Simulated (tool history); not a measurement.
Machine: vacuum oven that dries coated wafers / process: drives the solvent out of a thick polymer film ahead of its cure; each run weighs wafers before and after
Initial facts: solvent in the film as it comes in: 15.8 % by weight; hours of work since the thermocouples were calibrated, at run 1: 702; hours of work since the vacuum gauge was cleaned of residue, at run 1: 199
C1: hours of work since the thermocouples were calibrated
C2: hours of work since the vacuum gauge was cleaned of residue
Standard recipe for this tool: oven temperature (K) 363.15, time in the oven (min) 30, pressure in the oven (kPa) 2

{"run": 1, "hour": 0.0, "oven temperature (K)": 363.15, "time in the oven (min)": 30, "pressure in the oven (kPa)": 2, "C1": 702, "C2": 199, "solvent left in the film (%)": 1.53}
{"run": 2, "hour": 71.6, "oven temperature (K)": 363.15, "time in the oven (min)": 18, "pressure in the oven (kPa)": 2, "C1": 732, "C2": 230, "solvent left in the film (%)": 3.18}
{"run": 3, "hour": 105.9, "oven temperature (K)": 363.15, "time in the oven (min)": 18, "pressure in the oven (kPa)": 2, "C1": 747, "C2": 244, "solvent left in the film (%)": 3.15}
{"run": 4, "hour": 177.0, "oven temperature (K)": 363.15, "time in the oven (min)": 30, "pressure in the oven (kPa)": 1.77, "C1": 777, "C2": 274, "solvent left in the film (%)": 1.53}
{"run": 5, "hour": 252.6, "oven temperature (K)": 363.15, "time in the oven (min)": 30, "pressure in the oven (kPa)": 1.77, "C1": 809, "C2": 306, "solvent left in the film (%)": 1.47}
{"run": 6, "hour": 299.2, "oven temperature (K)": 363.15, "time in the oven (min)": 30, "pressure in the oven (kPa)": 1.77, "C1": 829, "C2": 326, "solvent left in the film (%)": 1.42}
{"run": 7, "hour": 337.8, "oven temperature (K)": 359.15, "time in the oven (min)": 30, "pressure in the oven (kPa)": 2, "C1": 845, "C2": 342, "solvent left in the film (%)": 2.47}
{"run": 8, "hour": 415.8, "oven temperature (K)": 359.15, "time in the oven (min)": 30, "pressure in the oven (kPa)": 2, "C1": 878, "C2": 376, "solvent left in the film (%)": 2.43}
{"run": 9, "hour": 460.7, "oven temperature (K)": 363.15, "time in the oven (min)": 22, "pressure in the oven (kPa)": 2, "C1": 897, "C2": 395, "solvent left in the film (%)": 2.5}
{"run": 10, "hour": 518.9, "oven temperature (K)": 363.15, "time in the oven (min)": 30, "pressure in the oven (kPa)": 1.25, "C1": 922, "C2": 419, "solvent left in the film (%)": 1.39}
{"run": 11, "hour": 591.9, "oven temperature (K)": 363.15, "time in the oven (min)": 30, "pressure in the oven (kPa)": 1.25, "C1": 953, "C2": 450, "solvent left in the film (%)": 1.28}
{"run": 12, "hour": 669.2, "oven temperature (K)": 363.15, "time in the oven (min)": 30, "pressure in the oven (kPa)": 1.25, "C1": 986, "C2": 483, "solvent left in the film (%)": 1.42}
{"run": 13, "hour": 735.0, "oven temperature (K)": 363.15, "time in the oven (min)": 30, "pressure in the oven (kPa)": 1.25, "C1": 1014, "C2": 511, "solvent left in the film (%)": 1.37}
{"run": 14, "hour": 785.6, "oven temperature (K)": 363.15, "time in the oven (min)": 26, "pressure in the oven (kPa)": 1.25, "C1": 1035, "C2": 532, "solvent left in the film (%)": 1.78}
{"run": 15, "hour": 833.4, "oven temperature (K)": 363.15, "time in the oven (min)": 30, "pressure in the oven (kPa)": 2, "C1": 1055, "C2": 553, "solvent left in the film (%)": 1.65}
{"run": 16, "hour": 869.7, "oven temperature (K)": 363.15, "time in the oven (min)": 30, "pressure in the oven (kPa)": 5.95, "C1": 1071, "C2": 568, "solvent left in the film (%)": 2.63}
{"run": 17, "hour": 930.1, "oven temperature (K)": 363.15, "time in the oven (min)": 30, "pressure in the oven (kPa)": 2, "C1": 1096, "C2": 594, "solvent left in the film (%)": 1.52}
{"run": 18, "hour": 1009.5, "oven temperature (K)": 363.15, "time in the oven (min)": 30, "pressure in the oven (kPa)": 2, "C1": 1130, "C2": 627, "solvent left in the film (%)": 1.67}
{"run": 19, "hour": 1048.7, "oven temperature (K)": 363.15, "time in the oven (min)": 30, "pressure in the oven (kPa)": 2, "C1": 1147, "C2": 644, "solvent left in the film (%)": 1.63}
{"run": 20, "hour": 1095.1, "oven temperature (K)": 355.15, "time in the oven (min)": 30, "pressure in the oven (kPa)": 1.45, "C1": 1166, "C2": 664, "solvent left in the film (%)": 3.44}
{"run": 21, "hour": 1140.0, "oven temperature (K)": 363.15, "time in the oven (min)": 52, "pressure in the oven (kPa)": 4.81, "C1": 1185, "C2": 683, "solvent left in the film (%)": 1.71}
{"run": 22, "hour": 1199.0, "oven temperature (K)": 364.15, "time in the oven (min)": 16, "pressure in the oven (kPa)": 1.1, "C1": 1210, "C2": 708, "solvent left in the film (%)": 3.41}
{"run": 23, "hour": 1265.3, "oven temperature (K)": 368.15, "time in the oven (min)": 16, "pressure in the oven (kPa)": 3.89, "C1": 1239, "C2": 736, "solvent left in the film (%)": 2.85}
{"run": 24, "hour": 1304.7, "oven temperature (K)": 363.15, "time in the oven (min)": 16, "pressure in the oven (kPa)": 1, "C1": 1255, "C2": 753, "solvent left in the film (%)": 3.6}

Run 25, settings as shown, results not yet in. Your forecast:
{"run": 25, "hour": 1353.4, "oven temperature (K)": 363.15, "time in the oven (min)": 36, "pressure in the oven (kPa)": 2.49, "C1": 1276, "C2": 773, "solvent left in the film (%)": "?"}

Run 25 gave solvent left in the film (%) 1.46.
Without the tool's hidden state the same run would have given solvent left in the film (%) 1.25.
